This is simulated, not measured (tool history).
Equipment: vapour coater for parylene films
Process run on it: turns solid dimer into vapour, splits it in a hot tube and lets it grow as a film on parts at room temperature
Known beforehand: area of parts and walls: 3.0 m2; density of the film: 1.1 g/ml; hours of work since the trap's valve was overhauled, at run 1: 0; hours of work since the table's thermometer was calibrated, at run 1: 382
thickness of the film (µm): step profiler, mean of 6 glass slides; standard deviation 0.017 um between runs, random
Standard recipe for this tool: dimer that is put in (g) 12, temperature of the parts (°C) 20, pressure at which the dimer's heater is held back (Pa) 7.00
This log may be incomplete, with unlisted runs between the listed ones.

run,day,dimer that is put in (g),temperature of the parts (°C),pressure at which the dimer's heater is held back (Pa),hours of work since the trap's valve was overhauled,hours of work since the table's thermometer was calibrated,thickness of the film (µm)
1,0.000,12,20,7.00,0,382,2.38
2,0.504,12,20,7.00,9,391,2.40
3,1.454,12,20,7.00,25,407,2.36
4,1.962,12,20,7.00,34,416,2.36
5,2.579,6,20,7.00,44,427,1.19
6,3.275,6,20,3.97,56,439,1.25
7,4.104,6,20,3.97,71,453,1.26
8,4.971,6,20,3.97,85,468,1.24
9,5.500,12,20,5.61,94,477,2.38
10,6.338,12,20,4.21,109,491,2.43
11,7.142,7,12,3.59,123,505,1.98
12,7.929,11,30,7.87,136,518,1.26
13,8.754,11,30,7.87,150,533,1.25
14,9.538,11,17,6.90,164,546,2.39
15,10.425,13,16,8.66,179,561,2.86

Below are 3 alternative next runs, each starting from the tool's condition after run 15. Predict each:
A,11.388,15,20,5.26,196,578,?
B,11.388,13,22,8.66,196,578,?
C,11.388,6,19,7.00,196,578,?

run,thickness of the film (µm)
A,2.86
B,2.14
C,1.18
Without the tool's hidden state the same runs would have given:
run,thickness of the film (µm)
A,3.05
B,2.28
C,1.26
